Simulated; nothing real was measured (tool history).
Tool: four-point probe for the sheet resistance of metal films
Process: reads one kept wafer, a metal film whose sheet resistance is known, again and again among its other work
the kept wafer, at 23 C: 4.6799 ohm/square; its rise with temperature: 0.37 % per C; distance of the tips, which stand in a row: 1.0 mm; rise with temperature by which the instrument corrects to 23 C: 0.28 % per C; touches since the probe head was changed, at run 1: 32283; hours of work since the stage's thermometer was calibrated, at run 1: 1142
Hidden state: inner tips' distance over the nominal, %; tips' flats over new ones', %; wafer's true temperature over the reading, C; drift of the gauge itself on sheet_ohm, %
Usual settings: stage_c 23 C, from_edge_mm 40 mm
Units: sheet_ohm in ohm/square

| run | hour | stage_c | from_edge_mm | touches since the probe head was changed | hours of work since the stage's thermometer was calibrated | sheet_ohm |
|---|---|---|---|---|---|---|
| 1 | 0 | 23 | 40 | 32283 | 1142 | 4.658132 |
| 2 | 63.7 | 23 | 40 | 33580 | 1179 | 4.658723 |
| 3 | 120.1 | 23 | 40 | 34727 | 1213 | 4.657837 |
| 4 | 163.3 | 29 | 40 | 35605 | 1238 | 4.680654 |
| 5 | 201.3 | 29 | 40 | 36379 | 1260 | 4.6788 |
| 6 | 263.3 | 29 | 40 | 37640 | 1297 | 4.678082 |
| 7 | 314.2 | 29 | 40 | 38677 | 1327 | 4.677006 |
| 8 | 350.7 | 29 | 50 | 39420 | 1348 | 4.677783 |
| 9 | 385.7 | 29 | 50 | 40131 | 1369 | 4.674753 |
| 10 | 424.1 | 29 | 68 | 40912 | 1392 | 4.676825 |
| 11 | 461.5 | 22 | 40 | 41674 | 1414 | 4.649727 |
| 12 | 516 | 22 | 40 | 42782 | 1446 | 4.647036 |
| 13 | 565.3 | 22 | 40 | 43785 | 1475 | 4.648069 |
| 14 | 623.3 | 19 | 40 | 44966 | 1509 | 4.635955 |
| 15 | 681.2 | 19 | 40 | 46144 | 1543 | 4.633811 |
| 16 | 727.4 | 21 | 40 | 47083 | 1570 | 4.640098 |
| 17 | 770.3 | 21 | 40 | 47956 | 1596 | 4.640506 |
| 18 | 803 | 21 | 40 | 48622 | 1615 | 4.641262 |
| 19 | 847.3 | 21 | 40 | 49522 | 1641 | 4.639865 |
| 20 | 902.2 | 23 | 17 | 50640 | 1673 | 4.655153 |
| 21 | 940.6 | 23 | 40 | 51421 | 1696 | 4.647233 |
| 22 | 995.5 | 23 | 40 | 52537 | 1728 | 4.646665 |
| 23 | 1049.2 | 23 | 40 | 53630 | 1760 | 4.646222 |
| 24 | 1109.2 | 23 | 5 | 54851 | 1795 | 4.741008 |
| 25 | 1174.5 | 20 | 16 | 56181 | 1834 | 4.638806 |
| 26 | 1217.5 | 25 | 67 | 57055 | 1859 | 4.65262 |
| 27 | 1249.2 | 22 | 42 | 57700 | 1878 | 4.638765 |
| 28 | 1292.6 | 22 | 42 | 58583 | 1903 | 4.638691 |
| 29 | 1320.9 | 26 | 5 | 59159 | 1920 | 4.75238 |
| 30 | 1349.3 | 26 | 5 | 59737 | 1937 | 4.750864 |
| 31 | 1401.1 | 22 | 9 | 60792 | 1967 | 4.665683 |
| 32 | 1443.1 | 22 | 6 | 61646 | 1992 | 4.703669 |
| 33 | 1472.8 | 19 | 3 | 62250 | 2009 | 4.883012 |
| 34 | 1505.1 | 19 | 35 | 62906 | 2028 | 4.624786 |
| 35 | 1569.1 | 23 | 17 | 64209 | 2066 | 4.645782 |
| 36 | 1600.2 | 23 | 17 | 64842 | 2084 | 4.645904 |
| 37 | 1665.5 | 30 | 10 | 66171 | 2123 | 4.687018 |
| 38 | 1718.8 | 24 | 19 | 67255 | 2154 | 4.645314 |
| 39 | 1751.7 | 22 | 3 | 67925 | 2174 | 4.891387 |
| 40 | 1784.3 | 21 | 6 | 68587 | 2193 | 4.694476 |
| 41 | 1817 | 21 | 6 | 69253 | 2212 | 4.694797 |
| 42 | 1871.8 | 21 | 6 | 70369 | 2244 | 4.693825 |
|  | 1909 | stage's thermometer calibrated |
| 43 | 1932 | 33 | 9 | 71583 | 14 | 4.711146 |
| 44 | 1997.9 | 33 | 9 | 72923 | 52 | 4.708555 |
| 45 | 2057.3 | 25 | 10 | 74131 | 87 | 4.671098 |
| 46 | 2113 | 25 | 10 | 75265 | 120 | 4.66852 |

Hidden state or all else? Some run-to-run changes of sheet_ohm, split into what the settings, what came in and random variation would give without the hidden state, and what is left for the hidden state (with any gauge scatter that isn't in both results):
Run 32 -> 33: stage_c 22 -> 19, from_edge_mm 6 -> 3. sheet_ohm +0.179343 ohm/square: hidden state -0.001893, all else +0.181236.
Run 33 -> 34: from_edge_mm 3 -> 35. sheet_ohm -0.258226 ohm/square: hidden state +0.001739, all else -0.259965.
Run 38 -> 39: stage_c 24 -> 22, from_edge_mm 19 -> 3. sheet_ohm +0.246073 ohm/square: hidden state -0.002695, all else +0.248768.
Run 39 -> 40: stage_c 22 -> 21, from_edge_mm 3 -> 6. sheet_ohm -0.196911 ohm/square: hidden state +0.001315, all else -0.198226.
Run 42 -> 43: stage_c 21 -> 33, from_edge_mm 6 -> 9, stage's thermometer calibrated. sheet_ohm +0.017321 ohm/square: hidden state +0.007303, all else +0.010018.
